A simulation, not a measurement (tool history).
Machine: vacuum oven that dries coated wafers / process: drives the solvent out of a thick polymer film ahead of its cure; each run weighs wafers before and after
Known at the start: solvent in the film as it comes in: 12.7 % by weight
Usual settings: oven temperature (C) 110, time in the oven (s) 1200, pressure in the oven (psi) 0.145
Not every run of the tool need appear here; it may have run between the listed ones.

run     day  oven temperature (C)  time in the oven (s)  pressure in the oven (psi)  solvent left in the film (%)
  1       0                   110                  1200                       0.145                           2.6
  2   1.754                   110                  1200                       0.145                          2.65
  3   3.675                   110                  1200                       0.145                          2.62
  4   5.083                   110                   660                       0.145                          4.82
  5   7.383                   110                   660                       0.145                          4.86
  6   9.804                   110                  1200                       0.145                          2.69
  7  11.433                   110                  1740                       0.145                           1.6
  8  12.817                   110                  1740                       0.145                          1.62
  9  14.479                   110                  1740                       0.107                          1.58
 10  17.242                   110                  1920                       0.145                          1.39
 11  19.408                   110                  1200                       0.145                          2.75
 12  22.292                   110                  1200                       0.145                          2.77
 13  24.362                   110                  1200                       0.145                          2.76
 14  26.675                   110                  1080                       0.145                          3.14
 15  29.317                   110                  1620                       0.145                          1.87
 16  32.283                   110                  1620                       0.145                          1.87
 17  34.567                   110                  1620                       0.145                          1.93
 18  37.283                   110                  1320                       0.145                          2.53
 19  39.608                   109                   780                       0.342                          4.84
 20  41.917                   109                  1860                       0.461                          2.53
 21  43.462                   109                  1860                       0.461                          2.54
 22  45.717                   109                  1860                       0.461                          2.57

Run 23 is up next; what results do you expect?
 23  48.308                   101                   600                       0.251                             ?

solvent left in the film (%): 6.86
Without the tool's hidden state the same run would have given solvent left in the film (%) 6.53.
